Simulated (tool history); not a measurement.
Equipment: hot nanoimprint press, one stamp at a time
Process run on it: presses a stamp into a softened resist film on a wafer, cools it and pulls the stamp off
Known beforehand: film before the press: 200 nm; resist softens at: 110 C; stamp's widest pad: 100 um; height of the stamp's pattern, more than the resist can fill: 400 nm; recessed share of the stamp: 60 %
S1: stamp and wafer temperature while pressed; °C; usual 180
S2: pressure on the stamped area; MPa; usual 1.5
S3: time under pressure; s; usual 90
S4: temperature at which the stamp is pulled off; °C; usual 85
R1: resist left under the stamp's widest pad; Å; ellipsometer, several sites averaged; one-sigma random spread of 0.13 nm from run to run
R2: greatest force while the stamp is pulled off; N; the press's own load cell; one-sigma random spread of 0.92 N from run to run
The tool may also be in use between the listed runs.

run 1 hour=0 | S1=180 S2=1.5 S3=90 S4=85 | R1=699 R2=203.1
run 2 hour=10.7 | S1=180 S2=1.5 S3=90 S4=85 | R1=698 R2=203.1
run 3 hour=20.5 | S1=180 S2=1.5 S3=90 S4=85 | R1=697 R2=203.7
-- hour=35.7 plate thermocouple calibrated
run 4 hour=38.1 | S1=180 S2=1.5 S3=117 S4=85 | R1=664 R2=214.5
run 5 hour=60.5 | S1=180 S2=1.5 S3=90 S4=85 | R1=726 R2=214.2
run 6 hour=75.3 | S1=180 S2=1.5 S3=90 S4=85 | R1=726 R2=216.7
-- hour=90 stamp cleaned and given a new release coat
run 7 hour=92.4 | S1=180 S2=1.5 S3=90 S4=85 | R1=725 R2=194.5
run 8 hour=103.6 | S1=180 S2=1.5 S3=90 S4=88 | R1=726 R2=177.6
run 9 hour=125.3 | S1=180 S2=1.5 S3=90 S4=85 | R1=723 R2=196.4
run 10 hour=135.5 | S1=180 S2=1.5 S3=90 S4=85 | R1=724 R2=196.7
run 11 hour=147.9 | S1=180 S2=1.5 S3=90 S4=85 | R1=723 R2=198.6
run 12 hour=159.5 | S1=180 S2=1.5 S3=90 S4=85 | R1=720 R2=198
run 13 hour=182 | S1=180 S2=1.5 S3=90 S4=85 | R1=725 R2=200.8
run 14 hour=191.8 | S1=180 S2=1.5 S3=90 S4=85 | R1=720 R2=199.3
run 15 hour=203.5 | S1=180 S2=1.5 S3=90 S4=93 | R1=720 R2=151.6
run 16 hour=220.4 | S1=180 S2=1.5 S3=90 S4=85 | R1=719 R2=199.6
run 17 hour=233 | S1=180 S2=1.5 S3=160 S4=79 | R1=590 R2=236.8
run 18 hour=254.2 | S1=184 S2=2.2 S3=50 S4=85 | R1=641 R2=201.5
run 19 hour=264.7 | S1=175 S2=2.32 S3=126 S4=75 | R1=562 R2=262.6
run 20 hour=279.4 | S1=175 S2=2.32 S3=136 S4=74 | R1=548 R2=272
run 21 hour=296 | S1=187 S2=0.96 S3=113 S4=80 | R1=736 R2=234.4
run 22 hour=317.2 | S1=187 S2=1.73 S3=108 S4=81 | R1=524 R2=229.6
run 23 hour=329 | S1=187 S2=1.73 S3=108 S4=81 | R1=526 R2=228.4
run 24 hour=350.8 | S1=188 S2=1.82 S3=90 S4=85 | R1=530 R2=203.7
run 25 hour=361.5 | S1=180 S2=1.54 S3=151 S4=72 | R1=589 R2=286.5
run 26 hour=378.7 | S1=180 S2=1.54 S3=151 S4=72 | R1=589 R2=289.4
run 27 hour=401 | S1=192 S2=1.5 S3=90 S4=83 | R1=547 R2=219.1
run 28 hour=411 | S1=180 S2=1.91 S3=90 S4=85 | R1=619 R2=206.5
run 29 hour=426.4 | S1=180 S2=1.4 S3=90 S4=85 | R1=743 R2=206.5

What if the next run were any one of these 4? Each begins from the tool's condition after run 29:
run A hour=439.8 | S1=180 S2=1.48 S3=90 S4=84 | R1=? R2=?
run B hour=439.8 | S1=178 S2=1.5 S3=78 S4=92 | R1=? R2=?
run C hour=439.8 | S1=180 S2=1.32 S3=65 S4=70 | R1=? R2=?
run D hour=439.8 | S1=179 S2=1.75 S3=90 S4=84 | R1=? R2=?

run=A R1=718 R2=213.9
run=B R1=784 R2=163.7
run=C R1=855 R2=304.9
run=D R1=668 R2=214.7
Without the tool's hidden state the same runs would have given:
run=A R1=726 R2=202.9
run=B R1=793 R2=156.9
run=C R1=865 R2=286.4
run=D R1=673 R2=203.7

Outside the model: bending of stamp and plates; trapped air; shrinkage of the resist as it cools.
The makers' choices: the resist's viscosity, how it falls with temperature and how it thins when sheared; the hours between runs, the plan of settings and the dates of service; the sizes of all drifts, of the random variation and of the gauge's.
